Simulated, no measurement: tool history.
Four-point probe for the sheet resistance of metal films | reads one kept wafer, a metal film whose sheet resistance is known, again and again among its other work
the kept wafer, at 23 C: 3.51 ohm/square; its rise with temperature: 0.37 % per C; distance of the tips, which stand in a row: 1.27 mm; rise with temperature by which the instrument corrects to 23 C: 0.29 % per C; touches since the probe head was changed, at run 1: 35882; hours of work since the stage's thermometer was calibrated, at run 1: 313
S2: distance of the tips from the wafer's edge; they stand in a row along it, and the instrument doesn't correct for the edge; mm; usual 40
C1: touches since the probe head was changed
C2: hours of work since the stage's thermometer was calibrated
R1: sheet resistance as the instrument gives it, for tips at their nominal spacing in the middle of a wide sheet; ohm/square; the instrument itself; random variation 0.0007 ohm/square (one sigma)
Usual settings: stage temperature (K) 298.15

run 1 hour=0 | stage_temperature_(K)=298.15 S2=40 | C1=35882 C2=313 | R1=3.517725
run 2 hour=14.3 | stage_temperature_(K)=298.15 S2=13 | C1=36545 C2=322 | R1=3.535362
run 3 hour=31.2 | stage_temperature_(K)=298.15 S2=40 | C1=37322 C2=332 | R1=3.517536
run 4 hour=42.6 | stage_temperature_(K)=298.15 S2=40 | C1=37851 C2=338 | R1=3.516567
run 5 hour=50.9 | stage_temperature_(K)=298.15 S2=40 | C1=38236 C2=343 | R1=3.518317
run 6 hour=61.8 | stage_temperature_(K)=298.15 S2=40 | C1=38739 C2=349 | R1=3.516797
run 7 hour=75.5 | stage_temperature_(K)=298.15 S2=40 | C1=39371 C2=357 | R1=3.517868
run 8 hour=93.3 | stage_temperature_(K)=298.15 S2=40 | C1=40194 C2=368 | R1=3.516559
run 9 hour=107 | stage_temperature_(K)=297.15 S2=40 | C1=40824 C2=376 | R1=3.515268
run 10 hour=115.6 | stage_temperature_(K)=298.15 S2=8 | C1=41222 C2=381 | R1=3.563113
run 11 hour=132.1 | stage_temperature_(K)=298.15 S2=8 | C1=41986 C2=390 | R1=3.562654
run 12 hour=144.3 | stage_temperature_(K)=298.15 S2=8 | C1=42547 C2=398 | R1=3.56421
run 13 hour=152.7 | stage_temperature_(K)=298.15 S2=8 | C1=42937 C2=402 | R1=3.562454
run 14 hour=163.4 | stage_temperature_(K)=298.15 S2=16 | C1=43433 C2=409 | R1=3.527737
run 15 hour=180.2 | stage_temperature_(K)=298.15 S2=15 | C1=44205 C2=418 | R1=3.528949
run 16 hour=190.3 | stage_temperature_(K)=298.15 S2=71 | C1=44676 C2=424 | R1=3.515802
run 17 hour=208.1 | stage_temperature_(K)=298.15 S2=40 | C1=45494 C2=435 | R1=3.517862
run 18 hour=215.6 | stage_temperature_(K)=298.15 S2=40 | C1=45841 C2=439 | R1=3.51731
run 19 hour=230.5 | stage_temperature_(K)=298.15 S2=40 | C1=46530 C2=448 | R1=3.517082
run 20 hour=240.5 | stage_temperature_(K)=298.15 S2=40 | C1=46991 C2=454 | R1=3.517126
run 21 hour=257.7 | stage_temperature_(K)=298.15 S2=40 | C1=47786 C2=464 | R1=3.517831
run 22 hour=270.9 | stage_temperature_(K)=298.15 S2=40 | C1=48396 C2=471 | R1=3.517794
run 23 hour=288 | stage_temperature_(K)=298.15 S2=40 | C1=49188 C2=481 | R1=3.516872
run 24 hour=303 | stage_temperature_(K)=298.15 S2=40 | C1=49881 C2=490 | R1=3.517417
run 25 hour=315.7 | stage_temperature_(K)=302.15 S2=15 | C1=50466 C2=498 | R1=3.541369
run 26 hour=327.1 | stage_temperature_(K)=296.15 S2=30 | C1=50995 C2=504 | R1=3.513935
run 27 hour=340.3 | stage_temperature_(K)=297.15 S2=13 | C1=51602 C2=512 | R1=3.530145
run 28 hour=353.2 | stage_temperature_(K)=293.15 S2=27 | C1=52198 C2=519 | R1=3.504838
run 29 hour=364.7 | stage_temperature_(K)=293.15 S2=27 | C1=52732 C2=526 | R1=3.504838
run 30 hour=378.8 | stage_temperature_(K)=297.15 S2=10 | C1=53383 C2=534 | R1=3.543505
run 31 hour=386.3 | stage_temperature_(K)=297.15 S2=10 | C1=53730 C2=539 | R1=3.541921
run 32 hour=400.4 | stage_temperature_(K)=298.15 S2=4 | C1=54378 C2=547 | R1=3.695539
run 33 hour=411.8 | stage_temperature_(K)=301.15 S2=63 | C1=54908 C2=554 | R1=3.52427
run 34 hour=419.5 | stage_temperature_(K)=301.15 S2=63 | C1=55263 C2=558 | R1=3.525502
run 35 hour=433.7 | stage_temperature_(K)=298.15 S2=73 | C1=55915 C2=566 | R1=3.516282
run 36 hour=441.3 | stage_temperature_(K)=295.15 S2=40 | C1=56271 C2=571 | R1=3.508665
run 37 hour=458 | stage_temperature_(K)=293.15 S2=40 | C1=57041 C2=581 | R1=3.502429
run 38 hour=470.8 | stage_temperature_(K)=306.15 S2=60 | C1=57632 C2=588 | R1=3.539722
run 39 hour=488.5 | stage_temperature_(K)=299.15 S2=8 | C1=58448 C2=598 | R1=3.565262
run 40 hour=499.3 | stage_temperature_(K)=303.15 S2=40 | C1=58947 C2=605 | R1=3.531722
run 41 hour=513.6 | stage_temperature_(K)=301.15 S2=18 | C1=59609 C2=613 | R1=3.533584
run 42 hour=521.7 | stage_temperature_(K)=296.15 S2=6 | C1=59982 C2=618 | R1=3.592245
run 43 hour=534.5 | stage_temperature_(K)=303.15 S2=27 | C1=60572 C2=625 | R1=3.53313
run 44 hour=542.8 | stage_temperature_(K)=292.15 S2=6 | C1=60958 C2=630 | R1=3.579456
run 45 hour=559.3 | stage_temperature_(K)=292.15 S2=6 | C1=61719 C2=640 | R1=3.578381
run 46 hour=573 | stage_temperature_(K)=307.15 S2=7 | C1=62353 C2=648 | R1=3.603877

Forecast each of these 3 alternatives for the next run:
run A hour=586.5 | stage_temperature_(K)=304.15 S2=13 | C1=62978 C2=656 | R1=?
run B hour=586.5 | stage_temperature_(K)=292.15 S2=8 | C1=62978 C2=656 | R1=?
run C hour=586.5 | stage_temperature_(K)=307.15 S2=24 | C1=62978 C2=656 | R1=?

run=A R1=3.550183
run=B R1=3.54399
run=C R1=3.546615
Without the tool's hidden state the same runs would have given:
run=A R1=3.55085
run=B R1=3.544656
run=C R1=3.547281

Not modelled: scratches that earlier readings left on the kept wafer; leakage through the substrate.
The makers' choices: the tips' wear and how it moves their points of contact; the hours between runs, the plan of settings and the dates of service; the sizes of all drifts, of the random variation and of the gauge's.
